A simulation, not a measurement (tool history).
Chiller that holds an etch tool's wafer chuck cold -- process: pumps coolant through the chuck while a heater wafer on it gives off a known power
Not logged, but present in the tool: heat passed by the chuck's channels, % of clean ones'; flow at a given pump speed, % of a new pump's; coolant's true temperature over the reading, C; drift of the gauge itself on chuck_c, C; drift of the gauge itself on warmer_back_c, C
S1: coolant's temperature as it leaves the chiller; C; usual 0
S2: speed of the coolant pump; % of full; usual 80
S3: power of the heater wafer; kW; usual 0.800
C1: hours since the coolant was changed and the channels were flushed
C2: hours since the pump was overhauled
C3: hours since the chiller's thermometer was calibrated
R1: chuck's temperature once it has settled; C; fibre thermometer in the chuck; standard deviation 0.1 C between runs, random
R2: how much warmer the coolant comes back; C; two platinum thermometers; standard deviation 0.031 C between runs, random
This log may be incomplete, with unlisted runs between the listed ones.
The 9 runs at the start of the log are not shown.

Run 10, day 55.558: usual settings but S2 68 % of full; C1 7355; C2 8533; C3 2999. Result: R1 11.6 C, R2 3.04 C.
Run 11, day 62.596: usual settings but S3 0.658 kW; C1 7524; C2 8702; C3 3168. Result: R1 8.2 C, R2 2.03 C.
Run 12, day 68.938: usual settings but S3 0.658 kW; C1 7676; C2 8854; C3 3320. Result: R1 8.1 C, R2 1.95 C.
At day 76.029: coolant changed, channels flushed.
Run 13, day 76.733: usual settings but S3 0.658 kW; C1 17; C2 9035; C3 3502. Result: R1 8.2 C, R2 2.02 C.
Run 14, day 80.817: usual settings but S3 0.658 kW; C1 115; C2 9133; C3 3600. Result: R1 8.3 C, R2 1.99 C.
Run 15, day 88.312: usual settings but S1 -3 C; C1 295; C2 9313; C3 3779. Result: R1 7.0 C, R2 2.41 C.
Run 16, day 96.662: usual settings but S1 4 C; C1 495; C2 9514; C3 3980. Result: R1 14.0 C, R2 2.42 C.
Run 17, day 100.583: usual settings but S1 -7 C, S2 96 % of full; C1 589; C2 9608; C3 4074. Result: R1 1.6 C, R2 1.95 C.
Run 18, day 107.125: usual settings but S1 -7 C, S2 99 % of full; C1 746; C2 9765; C3 4231. Result: R1 1.3 C, R2 1.83 C.
Run 19, day 111.317: usual settings but S1 -7 C, S2 99 % of full; C1 847; C2 9865; C3 4332. Result: R1 1.4 C, R2 1.82 C.
Run 20, day 115.875: usual settings but S1 4 C, S2 68 % of full, S3 0.458 kW; C1 956; C2 9975; C3 4441. Result: R1 10.5 C, R2 1.55 C.
Run 21, day 120.775: usual settings but S1 -4 C, S2 78 % of full; C1 1074; C2 10092; C3 4559. Result: R1 6.2 C, R2 2.45 C.
Run 22, day 128.312: usual settings but S1 -2 C, S2 63 % of full; C1 1255; C2 10273; C3 4739. Result: R1 10.3 C, R2 3.16 C.
Run 23, day 135.038: usual settings but S1 3 C, S2 74 % of full; C1 1416; C2 10435; C3 4901. Result: R1 13.5 C, R2 2.58 C.
At day 135.962: chiller's thermometer calibrated.
Run 24, day 139.171: usual settings but S1 -3 C; C1 1514; C2 10533; C3 77. Result: R1 7.0 C, R2 2.30 C.
Run 25, day 143.188: usual settings but S1 -1 C; C1 1611; C2 10629; C3 173. Result: R1 9.0 C, R2 2.29 C.
Run 26, day 152.150: usual settings but S1 9 C, S2 92 % of full; C1 1826; C2 10844; C3 388. Result: R1 18.0 C, R2 1.96 C.
Run 27, day 157.075: usual settings but S1 9 C, S2 71 % of full, S3 0.816 kW; C1 1944; C2 10963; C3 507. Result: R1 20.2 C, R2 2.70 C.
Run 28, day 161.308: usual settings but S1 -1 C, S2 94 % of full, S3 0.937 kW; C1 2046; C2 11064; C3 608. Result: R1 9.0 C, R2 2.21 C.
Run 29, day 168.792: usual settings but S1 -8 C, S2 76 % of full, S3 0.937 kW; C1 2225; C2 11244; C3 788. Result: R1 4.2 C, R2 2.92 C.
Run 30, day 176.212: usual settings but S1 -5 C, S2 64 % of full, S3 0.937 kW; C1 2403; C2 11422; C3 966. Result: R1 9.0 C, R2 3.58 C.
Run 31, day 181.354: usual settings but S2 65 % of full, S3 1.119 kW; C1 2527; C2 11545; C3 1089. Result: R1 16.7 C, R2 4.23 C.

What if the next run were any one of these 3? Each begins from the tool's condition after run 31:
At day 186.112: gauge calibrated.
Run A, day 187.762: usual settings but S1 4 C, S2 65 % of full, S3 1.119 kW; C1 2681; C2 11699; C3 1243. Result: R1 ?, R2 ?.
At day 186.112: gauge calibrated.
Run B, day 187.762: usual settings but S1 -2 C, S2 71 % of full, S3 0.433 kW; C1 2681; C2 11699; C3 1243. Result: R1 ?, R2 ?.
At day 186.112: gauge calibrated.
Run C, day 187.762: usual settings but S2 65 % of full, S3 0.487 kW; C1 2681; C2 11699; C3 1243. Result: R1 ?, R2 ?.

run    R1    R2
  A  20.6  4.56
  B   4.1  1.52
  C   7.3  1.97
Stripped of hidden state, with their random variation kept, the same runs would have yielded:
run    R1    R2
  A  20.6  4.55
  B   4.1  1.52
  C   7.3  1.97
